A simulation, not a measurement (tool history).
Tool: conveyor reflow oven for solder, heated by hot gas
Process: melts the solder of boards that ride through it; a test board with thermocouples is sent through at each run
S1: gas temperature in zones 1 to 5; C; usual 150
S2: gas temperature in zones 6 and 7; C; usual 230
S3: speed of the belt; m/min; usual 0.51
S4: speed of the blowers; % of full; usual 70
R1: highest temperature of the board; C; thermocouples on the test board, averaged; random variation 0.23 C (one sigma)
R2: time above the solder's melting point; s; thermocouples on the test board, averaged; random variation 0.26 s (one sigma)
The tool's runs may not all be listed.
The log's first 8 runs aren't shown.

| run | hour | S1 | S2 | S3 | S4 | R1 | R2 |
|---|---|---|---|---|---|---|---|
| 9 | 112.7 | 150 | 230 | 0.51 | 70 | 217.1 | 76 |
| 10 | 129.6 | 150 | 230 | 0.51 | 70 | 216.9 | 76.3 |
| 11 | 146.6 | 150 | 219 | 0.51 | 70 | 207.3 | 66.6 |
| 12 | 159 | 150 | 219 | 0.51 | 70 | 207.7 | 66.9 |
| 13 | 177.9 | 150 | 219 | 0.51 | 70 | 207.7 | 66.5 |
| 14 | 194.8 | 150 | 219 | 0.51 | 70 | 207.8 | 66.6 |
| 15 | 213.8 | 150 | 230 | 0.51 | 70 | 216.7 | 75.5 |
| 16 | 230.3 | 150 | 230 | 0.51 | 70 | 216.7 | 75.7 |
| 17 | 246.9 | 149 | 235 | 0.51 | 66 | 219.8 | 77.6 |
| 18 | 260 | 149 | 222 | 0.51 | 88 | 212.8 | 72.6 |
| 19 | 276.2 | 160 | 230 | 0.597 | 70 | 214.2 | 66.8 |
| 20 | 292.3 | 151 | 220 | 0.469 | 71 | 210.4 | 77.7 |
| 21 | 309.7 | 150 | 230 | 0.491 | 71 | 217.7 | 80 |
| 22 | 325.1 | 150 | 245 | 0.566 | 71 | 226.1 | 75 |
| 23 | 340.2 | 150 | 233 | 0.51 | 69 | 218.4 | 78 |
| 24 | 357.4 | 150 | 227 | 0.51 | 53 | 209.9 | 66.9 |
| 25 | 375 | 150 | 227 | 0.51 | 53 | 209.5 | 67.2 |
| 26 | 387.7 | 151 | 232 | 0.463 | 70 | 220.8 | 89.1 |
| 27 | 405.1 | 150 | 234 | 0.51 | 54 | 215.8 | 73.5 |
| 28 | 420.4 | 144 | 230 | 0.504 | 70 | 215.4 | 72.2 |
|  | 435.9 | thermocouples of zones 6 and 7 changed |
| 29 | 440.7 | 144 | 227 | 0.504 | 70 | 211.4 | 68.3 |
| 30 | 459.9 | 144 | 227 | 0.504 | 70 | 211.2 | 68.2 |

Forecast each of these 5 alternatives for the next run:
| A | 474.6 | 160 | 220 | 0.51 | 70 | ? | ? |
| B | 474.6 | 150 | 219 | 0.51 | 70 | ? | ? |
| C | 474.6 | 150 | 230 | 0.51 | 80 | ? | ? |
| D | 474.6 | 164 | 239 | 0.604 | 70 | ? | ? |
| E | 474.6 | 148 | 229 | 0.51 | 70 | ? | ? |

| run | R1 | R2 |
|---|---|---|
| A | 207.9 | 73.4 |
| B | 205.2 | 63.3 |
| C | 216.3 | 76.2 |
| D | 219.5 | 72.7 |
| E | 213.3 | 71.5 |
Without the tool's hidden state the same runs would have given:
| run | R1 | R2 |
|---|---|---|
| A | 209.3 | 75 |
| B | 206.8 | 65.6 |
| C | 218.1 | 77.6 |
| D | 221.4 | 73.8 |
| E | 215.1 | 73.2 |
